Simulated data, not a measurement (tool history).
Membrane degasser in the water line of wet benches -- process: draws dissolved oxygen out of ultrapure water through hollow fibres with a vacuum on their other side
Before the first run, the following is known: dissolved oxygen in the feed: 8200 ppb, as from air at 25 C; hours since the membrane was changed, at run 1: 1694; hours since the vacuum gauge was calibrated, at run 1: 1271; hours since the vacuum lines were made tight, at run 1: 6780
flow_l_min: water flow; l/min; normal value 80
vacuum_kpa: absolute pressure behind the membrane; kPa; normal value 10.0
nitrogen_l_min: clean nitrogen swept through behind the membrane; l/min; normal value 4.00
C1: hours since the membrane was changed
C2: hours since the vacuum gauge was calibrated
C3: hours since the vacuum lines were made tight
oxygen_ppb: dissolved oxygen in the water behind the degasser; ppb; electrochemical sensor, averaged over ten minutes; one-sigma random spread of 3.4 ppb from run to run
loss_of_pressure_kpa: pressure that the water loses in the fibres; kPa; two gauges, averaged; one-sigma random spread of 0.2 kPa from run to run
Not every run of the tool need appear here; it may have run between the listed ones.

Run 1, hour 0.0: usual settings; C1 1694; C2 1271; C3 6780. Result: oxygen_ppb 341.7 ppb, loss_of_pressure_kpa 46.38 kPa.
Run 2, hour 84.0: usual settings; C1 1778; C2 1355; C3 6864. Result: oxygen_ppb 336.2 ppb, loss_of_pressure_kpa 46.61 kPa.
Run 3, hour 148.6: usual settings; C1 1843; C2 1420; C3 6929. Result: oxygen_ppb 343.6 ppb, loss_of_pressure_kpa 46.40 kPa.
Run 4, hour 192.5: usual settings; C1 1887; C2 1464; C3 6973. Result: oxygen_ppb 345.4 ppb, loss_of_pressure_kpa 46.76 kPa.
Run 5, hour 251.3: usual settings but vacuum_kpa 6.3 kPa; C1 1945; C2 1522; C3 7032. Result: oxygen_ppb 188.0 ppb, loss_of_pressure_kpa 46.60 kPa.
Run 6, hour 288.8: usual settings but vacuum_kpa 6.3 kPa; C1 1983; C2 1560; C3 7069. Result: oxygen_ppb 187.4 ppb, loss_of_pressure_kpa 46.15 kPa.
Run 7, hour 354.6: usual settings; C1 2049; C2 1626; C3 7135. Result: oxygen_ppb 347.1 ppb, loss_of_pressure_kpa 46.97 kPa.
Run 8, hour 400.3: usual settings; C1 2094; C2 1671; C3 7181. Result: oxygen_ppb 343.4 ppb, loss_of_pressure_kpa 46.47 kPa.
Run 9, hour 476.3: usual settings; C1 2170; C2 1747; C3 7257. Result: oxygen_ppb 345.6 ppb, loss_of_pressure_kpa 46.75 kPa.
Run 10, hour 558.2: usual settings; C1 2252; C2 1829; C3 7338. Result: oxygen_ppb 337.5 ppb, loss_of_pressure_kpa 46.42 kPa.
Run 11, hour 622.6: usual settings; C1 2317; C2 1894; C3 7403. Result: oxygen_ppb 348.6 ppb, loss_of_pressure_kpa 46.60 kPa.
Run 12, hour 668.0: usual settings; C1 2362; C2 1939; C3 7448. Result: oxygen_ppb 342.8 ppb, loss_of_pressure_kpa 46.53 kPa.
Run 13, hour 714.8: usual settings; C1 2409; C2 1986; C3 7495. Result: oxygen_ppb 348.1 ppb, loss_of_pressure_kpa 46.46 kPa.
Run 14, hour 788.6: usual settings; C1 2483; C2 2060; C3 7569. Result: oxygen_ppb 338.1 ppb, loss_of_pressure_kpa 46.77 kPa.
Run 15, hour 841.0: usual settings; C1 2535; C2 2112; C3 7621. Result: oxygen_ppb 343.4 ppb, loss_of_pressure_kpa 46.69 kPa.
Run 16, hour 919.9: usual settings; C1 2614; C2 2191; C3 7700. Result: oxygen_ppb 344.3 ppb, loss_of_pressure_kpa 46.82 kPa.
Run 17, hour 986.0: usual settings; C1 2680; C2 2257; C3 7766. Result: oxygen_ppb 344.4 ppb, loss_of_pressure_kpa 46.61 kPa.
Run 18, hour 1068.1: usual settings but flow_l_min 116 l/min, nitrogen_l_min 7.63 l/min; C1 2762; C2 2339; C3 7848. Result: oxygen_ppb 387.9 ppb, loss_of_pressure_kpa 67.84 kPa.
Run 19, hour 1126.1: usual settings but flow_l_min 116 l/min, nitrogen_l_min 7.63 l/min; C1 2820; C2 2397; C3 7906. Result: oxygen_ppb 388.1 ppb, loss_of_pressure_kpa 67.71 kPa.
Run 20, hour 1164.3: usual settings but flow_l_min 116 l/min, nitrogen_l_min 1.61 l/min; C1 2858; C2 2435; C3 7945. Result: oxygen_ppb 920.7 ppb, loss_of_pressure_kpa 67.55 kPa.
Run 21, hour 1219.0: usual settings but vacuum_kpa 22.1 kPa, nitrogen_l_min 5.76 l/min; C1 2913; C2 2490; C3 7999. Result: oxygen_ppb 609.5 ppb, loss_of_pressure_kpa 46.58 kPa.
Run 22, hour 1282.3: usual settings but flow_l_min 63 l/min, vacuum_kpa 7.0 kPa, nitrogen_l_min 2.71 l/min; C1 2976; C2 2553; C3 8063. Result: oxygen_ppb 212.7 ppb, loss_of_pressure_kpa 36.94 kPa.
Run 23, hour 1351.3: usual settings but flow_l_min 89 l/min, vacuum_kpa 10.1 kPa, nitrogen_l_min 1.73 l/min; C1 3045; C2 2622; C3 8132. Result: oxygen_ppb 708.7 ppb, loss_of_pressure_kpa 52.30 kPa.
Run 24, hour 1403.7: usual settings but flow_l_min 56 l/min, vacuum_kpa 17.4 kPa, nitrogen_l_min 10.63 l/min; C1 3098; C2 2675; C3 8184. Result: oxygen_ppb 191.9 ppb, loss_of_pressure_kpa 32.87 kPa.
Run 25, hour 1450.5: usual settings but flow_l_min 56 l/min, vacuum_kpa 17.4 kPa, nitrogen_l_min 10.63 l/min; C1 3145; C2 2722; C3 8231. Result: oxygen_ppb 190.3 ppb, loss_of_pressure_kpa 32.56 kPa.
Run 26, hour 1501.9: usual settings but flow_l_min 56 l/min, vacuum_kpa 8.8 kPa, nitrogen_l_min 6.23 l/min; C1 3196; C2 2773; C3 8282. Result: oxygen_ppb 134.6 ppb, loss_of_pressure_kpa 32.54 kPa.
Run 27, hour 1571.4: usual settings but flow_l_min 56 l/min, vacuum_kpa 8.8 kPa, nitrogen_l_min 6.23 l/min; C1 3265; C2 2843; C3 8352. Result: oxygen_ppb 133.9 ppb, loss_of_pressure_kpa 32.94 kPa.
Run 28, hour 1620.6: usual settings but vacuum_kpa 16.9 kPa, nitrogen_l_min 6.98 l/min; C1 3315; C2 2892; C3 8401. Result: oxygen_ppb 404.4 ppb, loss_of_pressure_kpa 46.79 kPa.
Run 29, hour 1693.9: usual settings but flow_l_min 111 l/min, vacuum_kpa 20.9 kPa, nitrogen_l_min 3.49 l/min; C1 3388; C2 2965; C3 8474. Result: oxygen_ppb 1180.0 ppb, loss_of_pressure_kpa 64.89 kPa.
Run 30, hour 1741.0: usual settings but flow_l_min 97 l/min, vacuum_kpa 10.4 kPa; C1 3435; C2 3012; C3 8521. Result: oxygen_ppb 457.8 ppb, loss_of_pressure_kpa 57.09 kPa.
Run 31, hour 1785.0: usual settings but flow_l_min 106 l/min, vacuum_kpa 16.3 kPa; C1 3479; C2 3056; C3 8565. Result: oxygen_ppb 805.6 ppb, loss_of_pressure_kpa 62.28 kPa.
Run 32, hour 1825.5: usual settings but flow_l_min 72 l/min, vacuum_kpa 12.3 kPa; C1 3519; C2 3097; C3 8606. Result: oxygen_ppb 393.3 ppb, loss_of_pressure_kpa 41.80 kPa.
Run 33, hour 1867.6: usual settings but vacuum_kpa 15.4 kPa, nitrogen_l_min 1.73 l/min; C1 3562; C2 3139; C3 8648. Result: oxygen_ppb 1034.7 ppb, loss_of_pressure_kpa 46.69 kPa.

Forecast each of these 3 alternatives for the next run:
Run A, hour 1953.8: usual settings but flow_l_min 93 l/min, vacuum_kpa 19.6 kPa, nitrogen_l_min 1.73 l/min; C1 3648; C2 3225; C3 8734. Result: oxygen_ppb ?, loss_of_pressure_kpa ?.
Run B, hour 1953.8: usual settings but flow_l_min 92 l/min, vacuum_kpa 19.3 kPa, nitrogen_l_min 1.73 l/min; C1 3648; C2 3225; C3 8734. Result: oxygen_ppb ?, loss_of_pressure_kpa ?.
Run C, hour 1953.8: usual settings but flow_l_min 78 l/min, vacuum_kpa 9.1 kPa, nitrogen_l_min 10.86 l/min; C1 3648; C2 3225; C3 8734. Result: oxygen_ppb ?, loss_of_pressure_kpa ?.

run  oxygen_ppb  loss_of_pressure_kpa
  A      1499.2                 54.44
  B      1461.7                 54.15
  C       145.8                 45.67
What these runs would have given with no unlogged condition in the tool:
run  oxygen_ppb  loss_of_pressure_kpa
  A      1489.6                 53.45
  B      1452.2                 53.16
  C       140.3                 44.84
